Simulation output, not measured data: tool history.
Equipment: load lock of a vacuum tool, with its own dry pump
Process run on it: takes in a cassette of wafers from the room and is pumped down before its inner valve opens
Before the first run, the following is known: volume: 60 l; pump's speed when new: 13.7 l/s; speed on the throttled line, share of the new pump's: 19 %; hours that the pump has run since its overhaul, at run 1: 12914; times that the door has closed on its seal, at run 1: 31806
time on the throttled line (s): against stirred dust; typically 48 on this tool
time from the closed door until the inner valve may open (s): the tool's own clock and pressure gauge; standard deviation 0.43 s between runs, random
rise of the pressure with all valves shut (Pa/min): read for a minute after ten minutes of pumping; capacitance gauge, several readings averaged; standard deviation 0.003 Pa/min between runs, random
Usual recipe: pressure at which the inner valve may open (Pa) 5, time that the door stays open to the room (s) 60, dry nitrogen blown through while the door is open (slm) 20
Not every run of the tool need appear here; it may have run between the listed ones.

run,day,time on the throttled line (s),pressure at which the inner valve may open (Pa),time that the door stays open to the room (s),dry nitrogen blown through while the door is open (slm),hours that the pump has run since its overhaul,times that the door has closed on its seal,"incoming humidity of the room's air, %",time from the closed door until the inner valve may open (s),rise of the pressure with all valves shut (Pa/min)
1,0.000,48,5,60,20,12914,31806,42.1,92.0,0.314
# day 3.738: dry pump taken out, an overhauled one fitted
2,10.971,63,5,60,20,174,32915,43.3,95.2,0.330
3,25.892,48,5,140,20,532,34458,45.2,82.8,0.365
4,35.525,48,5,140,20,763,35455,45.4,82.9,0.374
5,49.383,48,5,140,20,1095,36888,45.4,83.3,0.403
6,66.679,48,5,140,20,1511,38677,41.6,83.5,0.432
7,79.762,48,5,140,20,1825,40030,43.5,84.3,0.460
8,96.025,48,5,140,20,2215,41713,43.9,84.7,0.493
9,117.125,48,5,140,20,2721,43895,45.4,84.0,0.526
10,133.567,48,5,140,20,3116,45596,45.2,85.1,0.572
# day 137.067: door's seal changed, seat wiped
11,154.271,48,5,140,20,3611,1780,43.6,86.0,0.034
12,171.004,48,5,140,20,4013,3511,47.5,84.8,0.060
13,182.096,29,5,140,20,4279,4658,44.7,70.5,0.053
14,200.029,26,6,58,20,4709,6513,47.1,67.6,0.058
15,220.700,26,6,58,20,5206,8651,43.1,67.3,0.067
16,235.592,48,8,60,20,5563,10192,43.4,83.3,0.078
17,251.496,48,8,60,20,5945,11836,43.8,84.7,0.088

Predict the results of run 18:
18,266.667,71,5,33,43,6309,13406,46.8,?,?

time from the closed door until the inner valve may open (s): 104.1
rise of the pressure with all valves shut (Pa/min): 0.091
The same run, on a tool lacking any hidden state, would have yielded time from the closed door until the inner valve may open (s) 100.7, rise of the pressure with all valves shut (Pa/min) 0.008.
